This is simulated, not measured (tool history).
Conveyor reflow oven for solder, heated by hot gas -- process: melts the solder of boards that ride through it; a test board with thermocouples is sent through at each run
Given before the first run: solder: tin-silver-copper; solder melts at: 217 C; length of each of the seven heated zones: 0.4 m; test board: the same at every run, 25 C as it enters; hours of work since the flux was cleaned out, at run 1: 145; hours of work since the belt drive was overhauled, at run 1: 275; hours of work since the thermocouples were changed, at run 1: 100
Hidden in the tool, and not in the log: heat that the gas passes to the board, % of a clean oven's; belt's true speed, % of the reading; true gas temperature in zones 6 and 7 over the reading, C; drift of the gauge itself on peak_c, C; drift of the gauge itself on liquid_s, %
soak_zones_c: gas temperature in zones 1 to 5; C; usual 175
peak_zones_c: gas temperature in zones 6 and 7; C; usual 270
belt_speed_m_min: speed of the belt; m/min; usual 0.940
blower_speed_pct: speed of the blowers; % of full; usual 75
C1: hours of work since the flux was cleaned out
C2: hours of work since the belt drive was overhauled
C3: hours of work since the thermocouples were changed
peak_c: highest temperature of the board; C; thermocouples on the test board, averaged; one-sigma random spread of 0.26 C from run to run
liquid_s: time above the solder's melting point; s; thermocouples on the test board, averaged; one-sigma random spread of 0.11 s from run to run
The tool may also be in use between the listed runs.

Run 1, hour 0.0: usual settings; C1 145; C2 275; C3 100. Result: peak_c 254.9 C, liquid_s 40.1 s.
Run 2, hour 15.1: usual settings; C1 154; C2 285; C3 110. Result: peak_c 255.6 C, liquid_s 40.2 s.
At hour 23.3: flux residue cleaned out of gas plates and filters.
Run 3, hour 48.1: usual settings; C1 15; C2 302; C3 127. Result: peak_c 255.5 C, liquid_s 40.5 s.
Run 4, hour 77.7: usual settings but belt_speed_m_min 0.767 m/min; C1 34; C2 320; C3 146. Result: peak_c 260.8 C, liquid_s 53.3 s.
Run 5, hour 90.7: usual settings but soak_zones_c 167 C; C1 42; C2 329; C3 154. Result: peak_c 254.2 C, liquid_s 38.0 s.
Run 6, hour 112.5: usual settings but soak_zones_c 173 C; C1 55; C2 342; C3 167. Result: peak_c 254.8 C, liquid_s 40.0 s.
Run 7, hour 139.3: usual settings but soak_zones_c 173 C; C1 72; C2 359; C3 184. Result: peak_c 254.9 C, liquid_s 39.9 s.
Run 8, hour 162.5: usual settings but belt_speed_m_min 0.947 m/min; C1 86; C2 373; C3 198. Result: peak_c 254.8 C, liquid_s 39.8 s.
Run 9, hour 186.4: usual settings but belt_speed_m_min 1.005 m/min; C1 101; C2 388; C3 213. Result: peak_c 252.4 C, liquid_s 36.4 s.
Run 10, hour 202.4: usual settings but soak_zones_c 177 C, peak_zones_c 266 C, blower_speed_pct 62 % of full; C1 111; C2 398; C3 223. Result: peak_c 249.3 C, liquid_s 37.7 s.
Run 11, hour 222.4: usual settings but soak_zones_c 177 C, peak_zones_c 266 C, blower_speed_pct 62 % of full; C1 124; C2 410; C3 235. Result: peak_c 249.5 C, liquid_s 37.8 s.
Run 12, hour 238.2: usual settings but soak_zones_c 162 C, belt_speed_m_min 0.999 m/min, blower_speed_pct 79 % of full; C1 133; C2 420; C3 245. Result: peak_c 251.5 C, liquid_s 33.6 s.
Run 13, hour 255.3: usual settings but soak_zones_c 162 C, belt_speed_m_min 0.999 m/min, blower_speed_pct 79 % of full; C1 144; C2 431; C3 256. Result: peak_c 251.1 C, liquid_s 33.3 s.
At hour 279.6: flux residue cleaned out of gas plates and filters.
Run 14, hour 287.4: usual settings but soak_zones_c 162 C, belt_speed_m_min 0.999 m/min, blower_speed_pct 79 % of full; C1 5; C2 448; C3 273. Result: peak_c 251.2 C, liquid_s 33.5 s.
Run 15, hour 314.2: usual settings but soak_zones_c 185 C, peak_zones_c 273 C; C1 21; C2 464; C3 289. Result: peak_c 259.3 C, liquid_s 44.5 s.
Run 16, hour 342.4: usual settings but soak_zones_c 185 C, peak_zones_c 271 C, blower_speed_pct 56 % of full; C1 39; C2 482; C3 307. Result: peak_c 253.3 C, liquid_s 42.0 s.
Run 17, hour 372.7: usual settings but peak_zones_c 279 C; C1 58; C2 501; C3 326. Result: peak_c 262.5 C, liquid_s 43.5 s.

3 options for the next run, each taken on its own from the tool as it stands now. Forecast them:
Run A, hour 402.2: usual settings but soak_zones_c 172 C, peak_zones_c 276 C; C1 76; C2 519; C3 344. Result: peak_c ?, liquid_s ?.
Run B, hour 402.2: usual settings but peak_zones_c 277 C; C1 76; C2 519; C3 344. Result: peak_c ?, liquid_s ?.
Run C, hour 402.2: usual settings but peak_zones_c 276 C; C1 76; C2 519; C3 344. Result: peak_c ?, liquid_s ?.

run  peak_c  liquid_s
  A   258.9      41.7
  B   260.7      42.7
  C   259.9      42.5
With the hidden condition removed and each run's random variation left untouched, the same runs would have given:
run  peak_c  liquid_s
  A   259.6      41.3
  B   261.4      42.2
  C   260.6      42.1
